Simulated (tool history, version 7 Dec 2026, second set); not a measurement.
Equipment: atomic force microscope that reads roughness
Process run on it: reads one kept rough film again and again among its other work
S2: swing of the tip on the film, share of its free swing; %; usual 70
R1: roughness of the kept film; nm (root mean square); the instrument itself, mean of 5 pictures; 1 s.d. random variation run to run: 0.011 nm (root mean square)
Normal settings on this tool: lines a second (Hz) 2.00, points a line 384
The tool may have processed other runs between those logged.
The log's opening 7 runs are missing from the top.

{"run": 8, "day": 2.642, "lines a second (Hz)": 0.65, "S2": 70, "points a line": 384, "R1": 2.467}
{"day": 2.733, "done": "new tip fitted"}
{"run": 9, "day": 3.133, "lines a second (Hz)": 0.65, "S2": 70, "points a line": 384, "R1": 2.831}
{"run": 10, "day": 3.638, "lines a second (Hz)": 0.65, "S2": 70, "points a line": 384, "R1": 2.763}
{"run": 11, "day": 3.929, "lines a second (Hz)": 0.65, "S2": 70, "points a line": 384, "R1": 2.743}
{"run": 12, "day": 4.183, "lines a second (Hz)": 0.65, "S2": 70, "points a line": 384, "R1": 2.735}
{"run": 13, "day": 4.425, "lines a second (Hz)": 2.0, "S2": 70, "points a line": 384, "R1": 2.516}
{"run": 14, "day": 4.925, "lines a second (Hz)": 0.52, "S2": 70, "points a line": 384, "R1": 2.695}
{"run": 15, "day": 5.321, "lines a second (Hz)": 0.52, "S2": 70, "points a line": 384, "R1": 2.661}
{"run": 16, "day": 5.658, "lines a second (Hz)": 2.0, "S2": 70, "points a line": 384, "R1": 2.402}
{"run": 17, "day": 5.996, "lines a second (Hz)": 2.0, "S2": 70, "points a line": 384, "R1": 2.394}
{"run": 18, "day": 6.225, "lines a second (Hz)": 2.69, "S2": 81, "points a line": 508, "R1": 2.064}
{"run": 19, "day": 6.538, "lines a second (Hz)": 2.08, "S2": 60, "points a line": 875, "R1": 2.496}
{"run": 20, "day": 6.858, "lines a second (Hz)": 2.08, "S2": 60, "points a line": 875, "R1": 2.466}
{"run": 21, "day": 7.292, "lines a second (Hz)": 3.76, "S2": 83, "points a line": 384, "R1": 1.754}
{"day": 7.521, "done": "new tip fitted"}
{"run": 22, "day": 7.817, "lines a second (Hz)": 1.15, "S2": 83, "points a line": 624, "R1": 2.593}
{"run": 23, "day": 8.108, "lines a second (Hz)": 1.2, "S2": 83, "points a line": 279, "R1": 2.524}
{"run": 24, "day": 8.467, "lines a second (Hz)": 2.91, "S2": 86, "points a line": 613, "R1": 2.045}
{"run": 25, "day": 8.917, "lines a second (Hz)": 2.91, "S2": 86, "points a line": 613, "R1": 2.036}
{"run": 26, "day": 9.2, "lines a second (Hz)": 1.56, "S2": 86, "points a line": 613, "R1": 2.329}
{"run": 27, "day": 9.625, "lines a second (Hz)": 1.86, "S2": 70, "points a line": 351, "R1": 2.507}
{"run": 28, "day": 10.104, "lines a second (Hz)": 1.86, "S2": 70, "points a line": 351, "R1": 2.484}
{"run": 29, "day": 10.342, "lines a second (Hz)": 0.58, "S2": 59, "points a line": 791, "R1": 2.689}
{"run": 30, "day": 10.762, "lines a second (Hz)": 0.58, "S2": 76, "points a line": 713, "R1": 2.561}
{"run": 31, "day": 11.079, "lines a second (Hz)": 2.0, "S2": 82, "points a line": 328, "R1": 2.156}

What if the next run were any one of these 5? Each begins from the tool's condition after run 31:
{"run": "A", "day": 11.579, "lines a second (Hz)": 1.33, "S2": 82, "points a line": 328, "R1": "?"}
{"run": "B", "day": 11.579, "lines a second (Hz)": 1.71, "S2": 61, "points a line": 799, "R1": "?"}
{"run": "C", "day": 11.579, "lines a second (Hz)": 2.0, "S2": 70, "points a line": 397, "R1": "?"}
{"run": "D", "day": 11.579, "lines a second (Hz)": 2.0, "S2": 62, "points a line": 352, "R1": "?"}
{"run": "E", "day": 11.579, "lines a second (Hz)": 0.93, "S2": 58, "points a line": 494, "R1": "?"}

run=A R1=2.287
run=B R1=2.486
run=C R1=2.358
run=D R1=2.442
run=E R1=2.567
Without the tool's unlogged condition, the same runs would have read:
run=A R1=2.595
run=B R1=2.823
run=C R1=2.677
run=D R1=2.773
run=E R1=2.915
